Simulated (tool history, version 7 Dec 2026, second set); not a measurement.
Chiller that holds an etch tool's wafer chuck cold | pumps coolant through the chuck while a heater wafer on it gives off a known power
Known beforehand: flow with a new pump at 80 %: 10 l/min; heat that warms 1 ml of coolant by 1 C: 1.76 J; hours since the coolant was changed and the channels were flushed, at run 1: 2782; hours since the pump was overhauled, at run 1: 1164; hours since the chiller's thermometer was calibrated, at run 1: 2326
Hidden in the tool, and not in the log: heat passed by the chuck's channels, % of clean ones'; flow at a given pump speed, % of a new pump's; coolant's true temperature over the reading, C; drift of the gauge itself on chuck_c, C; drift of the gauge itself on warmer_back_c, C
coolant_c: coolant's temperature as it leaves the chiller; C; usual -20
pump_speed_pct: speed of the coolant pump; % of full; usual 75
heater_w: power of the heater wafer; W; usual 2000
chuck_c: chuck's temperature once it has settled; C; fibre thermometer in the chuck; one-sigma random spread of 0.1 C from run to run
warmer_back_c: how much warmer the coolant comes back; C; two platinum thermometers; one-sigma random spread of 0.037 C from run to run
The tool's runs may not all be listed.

| run | hour | coolant_c | pump_speed_pct | heater_w | hours since the coolant was changed and the channels were flushed | hours since the pump was overhauled | hours since the chiller's thermometer was calibrated | chuck_c | warmer_back_c |
|---|---|---|---|---|---|---|---|---|---|
| 1 | 0.0 | -20 | 75 | 2000 | 2782 | 1164 | 2326 | -3.6 | 7.44 |
| 2 | 88.5 | -20 | 61 | 2000 | 2870 | 1252 | 2414 | -0.2 | 9.21 |
| 3 | 136.1 | -22 | 75 | 2000 | 2918 | 1300 | 2462 | -5.4 | 7.38 |
| 4 | 235.3 | -11 | 75 | 2000 | 3017 | 1399 | 2561 | 5.7 | 7.44 |
| 5 | 310.4 | -11 | 75 | 2000 | 3092 | 1474 | 2636 | 5.8 | 7.52 |
| 6 | 415.8 | -11 | 75 | 2000 | 3197 | 1579 | 2742 | 5.9 | 7.51 |
| 7 | 501.9 | -15 | 75 | 2000 | 3283 | 1665 | 2828 | 1.9 | 7.50 |
| 8 | 567.2 | -15 | 75 | 2000 | 3349 | 1731 | 2893 | 2.1 | 7.51 |
| 9 | 657.7 | -15 | 75 | 2000 | 3439 | 1821 | 2984 | 2.0 | 7.48 |
| 10 | 731.5 | -21 | 75 | 2000 | 3513 | 1895 | 3057 | -3.9 | 7.54 |
| 11 | 780.2 | -20 | 75 | 2000 | 3562 | 1944 | 3106 | -2.8 | 7.52 |
| 12 | 875.5 | -20 | 75 | 1226 | 3657 | 2039 | 3202 | -9.0 | 4.66 |
|  | 886.4 | coolant pump overhauled |
| 13 | 933.6 | -16 | 75 | 1226 | 3710 | 47 | 3255 | -4.9 | 4.69 |
| 14 | 1021.4 | -20 | 75 | 2495 | 3798 | 135 | 3342 | 1.8 | 9.57 |
| 15 | 1117.1 | -20 | 75 | 2495 | 3894 | 231 | 3438 | 2.0 | 9.62 |
|  | 1152.2 | coolant pump overhauled, once more |
| 16 | 1217.1 | -20 | 75 | 2495 | 3989 | 65 | 3533 | 1.0 | 9.08 |
| 17 | 1294.6 | -20 | 75 | 2495 | 4066 | 142 | 3611 | 1.1 | 9.14 |
| 18 | 1387.1 | -11 | 80 | 1712 | 4159 | 235 | 3703 | 3.0 | 5.93 |
|  | 1479.6 | coolant changed, channels flushed |
| 19 | 1483.6 | -19 | 80 | 2783 | 4 | 325 | 3794 | 1.7 | 9.51 |
| 20 | 1546.9 | -30 | 99 | 2000 | 67 | 389 | 3857 | -17.4 | 5.54 |
| 21 | 1604.8 | -30 | 99 | 2000 | 125 | 447 | 3915 | -17.3 | 5.53 |
| 22 | 1704.1 | -30 | 99 | 2000 | 225 | 546 | 4014 | -17.3 | 5.54 |
| 23 | 1772.4 | -26 | 79 | 2564 | 293 | 614 | 4082 | -6.7 | 9.01 |
| 24 | 1877.4 | -20 | 79 | 2963 | 398 | 719 | 4187 | 2.5 | 10.44 |
| 25 | 1943.0 | -20 | 63 | 1693 | 463 | 785 | 4253 | -4.1 | 7.54 |
| 26 | 2004.8 | -20 | 76 | 1089 | 525 | 847 | 4315 | -10.7 | 3.98 |
| 27 | 2097.9 | -21 | 72 | 1808 | 618 | 940 | 4408 | -5.8 | 6.98 |
| 28 | 2188.2 | -27 | 95 | 2807 | 709 | 1030 | 4498 | -8.5 | 8.26 |
| 29 | 2296.6 | -27 | 79 | 1518 | 817 | 1138 | 4607 | -14.9 | 5.35 |
|  | 2336.6 | chiller's thermometer calibrated |
| 30 | 2399.1 | -24 | 69 | 2231 | 918 | 1240 | 62 | -5.3 | 9.14 |
| 31 | 2475.9 | -24 | 69 | 2231 | 995 | 1317 | 139 | -5.0 | 9.17 |
| 32 | 2576.9 | -12 | 61 | 1426 | 1096 | 1418 | 240 | 1.5 | 6.60 |
| 33 | 2624.4 | -12 | 61 | 1426 | 1144 | 1465 | 288 | 1.7 | 6.61 |

Hidden state or all else? Some run-to-run changes of chuck_c, split into what the settings, what came in and random variation would give without the hidden state, and what is left for the hidden state (with any gauge scatter that isn't in both results):
Run 3 -> 4: coolant_c -22 -> -11. chuck_c +11.1 C: hidden state +0.0, all else +11.1.
Run 13 -> 14: coolant_c -16 -> -20, heater_w 1226 -> 2495. chuck_c +6.7 C: hidden state +1.3, all else +5.4.
Run 15 -> 16: coolant pump overhauled, once more. chuck_c -1.0 C: hidden state -0.8, all else -0.2.
Run 18 -> 19: coolant_c -11 -> -19, heater_w 1712 -> 2783, coolant changed, channels flushed. chuck_c -1.3 C: hidden state -1.1, all else -0.2.
Run 19 -> 20: coolant_c -19 -> -30, pump_speed_pct 80 -> 99, heater_w 2783 -> 2000. chuck_c -19.1 C: hidden state +0.0, all else -19.1.
Run 22 -> 23: coolant_c -30 -> -26, pump_speed_pct 99 -> 79, heater_w 2000 -> 2564. chuck_c +10.6 C: hidden state +0.1, all else +10.5.
